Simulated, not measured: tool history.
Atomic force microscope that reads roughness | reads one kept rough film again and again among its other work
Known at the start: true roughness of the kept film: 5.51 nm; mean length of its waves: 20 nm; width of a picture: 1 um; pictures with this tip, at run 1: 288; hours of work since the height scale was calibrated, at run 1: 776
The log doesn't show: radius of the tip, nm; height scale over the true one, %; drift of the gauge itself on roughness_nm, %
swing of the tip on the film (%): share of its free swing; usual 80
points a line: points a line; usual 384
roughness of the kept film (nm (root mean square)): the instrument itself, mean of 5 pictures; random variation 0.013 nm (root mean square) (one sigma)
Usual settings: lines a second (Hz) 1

run    hour  lines a second (Hz)  swing of the tip on the film (%)  points a line  pictures with this tip  hours of work since the height scale was calibrated  roughness of the kept film (nm (root mean square))
  1       0                    1                                80            384                     288                                                  776                                               2.364
  2    44.6                    1                                80            279                     360                                                  800                                               2.207
       71.5  -- new tip fitted
  3    87.3                    1                                80            279                      25                                                  824                                               3.077
  4   116.5                    1                                80            279                      72                                                  840                                               2.926
  5   138.8                    1                                80            279                     108                                                  852                                               2.794
  6   169.9                    1                                80            283                     158                                                  869                                               2.648
  7   190.6                    1                                58            384                     192                                                  880                                               2.775
  8   234.9                    1                                80            384                     263                                                  905                                                2.44
  9     263                    1                                80            384                     309                                                  920                                               2.325
 10   296.8                    1                                80            384                     363                                                  939                                               2.236
      320.6  -- new tip fitted
 11   329.1                 1.55                                80            384                      13                                                  956                                               2.984
 12   368.1                 1.55                                80            384                      76                                                  978                                               2.777
 13   402.6                    1                                80            384                     132                                                  997                                               2.726
 14   446.9                    1                                80            384                     204                                                 1021                                               2.551
 15   483.1                    1                                80            384                     262                                                 1041                                               2.434
 16   509.7                    1                                80            307                     305                                                 1056                                               2.305
 17   532.1                    1                                80            307                     341                                                 1068                                               2.242
 18     552                 2.21                                80            384                     373                                                 1079                                               1.985
      568.7  -- new tip fitted
 19   592.9                 2.21                                80            384                      39                                                 1101                                               2.796
 20   638.5                    1                                80            384                     113                                                 1126                                                2.82
 21   666.5                    1                                80            384                     158                                                 1142                                                2.68
 22   691.5                    1                                80            384                     199                                                 1155                                               2.603
 23   726.1                    1                                80            916                     254                                                 1174                                               2.493
 24   766.8                    1                                80            384                     320                                                 1197                                               2.324
 25     800                    1                                80            384                     374                                                 1215                                               2.217
      816.8  -- new tip fitted
 26   832.7                 2.08                                90            825                      26                                                 1233                                                2.49
 27   870.3                 2.08                                90            825                      86                                                 1253                                               2.338
 28   901.8                 0.53                                62            278                     137                                                 1271                                                2.81
 29   946.2                 0.53                                62            278                     209                                                 1295                                               2.638
      949.3  -- height scale calibrated on a step standard
 30   973.4                 0.53                                62            278                     251                                                   13                                               2.536
 31  1019.4                 2.45                                62            387                     325                                                   39                                               2.277
       1046  -- height scale calibrated on a step standard, once more
 32  1053.2                 1.31                                62            368                     378                                                    4                                               2.241
       1068  -- new tip fitted
 33  1081.5                 0.69                                64            258                      22                                                   19                                               3.171
 34  1114.7                 1.45                                57            285                      76                                                   38                                               3.048
 35    1143                 1.45                                65            285                     121                                                   53                                               2.828
 36  1165.1                  3.3                                80            641                     157                                                   65                                                2.22
 37  1201.1                  3.3                                80            641                     215                                                   85                                               2.111
 38  1222.6                 2.57                                79            812                     250                                                   97                                               2.188
 39  1251.6                 2.57                                79            812                     296                                                  113                                               2.111
 40  1291.7                    1                                72            858                     361                                                  135                                               2.307
     1317.4  -- new tip fitted
 41  1334.5                    1                                72            858                      28                                                  158                                               3.137
 42  1360.7                    1                                72            858                      70                                                  173                                               2.994
 43  1379.7                 0.62                                72            512                     100                                                  183                                               2.961
 44  1403.6                  2.3                                72            384                     139                                                  196                                               2.561
 45  1438.9                  2.3                                72            384                     196                                                  216                                               2.416
 46  1483.6                  2.3                                72            384                     268                                                  240                                                2.26
 47  1527.6                 2.35                                58            414                     339                                                  264                                               2.309
 48    1551                 1.51                                87            384                     377                                                  277                                               1.992
     1566.2  -- new tip fitted
 49  1577.8                 1.51                                87            384                      18                                                  292                                               2.786
 50  1604.6                  0.6                                85            496                      62                                                  306                                               3.033

The same runs without the tool's hidden state, with the same run-to-run variation:
run  roughness of the kept film (nm (root mean square))
  1                                               3.189
  2                                               3.151
  3                                               3.159
  4                                               3.158
  5                                               3.149
  6                                               3.139
  7                                               3.408
  8                                               3.209
  9                                               3.195
 10                                               3.215
 11                                               3.044
 12                                               3.059
 13                                               3.183
 14                                               3.194
 15                                               3.216
 16                                               3.171
 17                                               3.177
 18                                               2.885
 19                                               2.902
 20                                               3.189
 21                                               3.184
 22                                               3.212
 23                                               3.234
 24                                               3.186
 25                                               3.177
 26                                               2.678
 27                                               2.676
 28                                               3.386
 29                                               3.397
 30                                               3.394
 31                                               3.226
 32                                               3.357
 33                                               3.329
 34                                               3.378
 35                                               3.272
 36                                               2.663
 37                                               2.676
 38                                               2.875
 39                                               2.878
 40                                               3.332
 41                                               3.332
 42                                               3.322
 43                                               3.397
 44                                                3.06
 45                                               3.062
 46                                               3.053
 47                                               3.298
 48                                               2.929
 49                                               2.896
 50                                               3.325
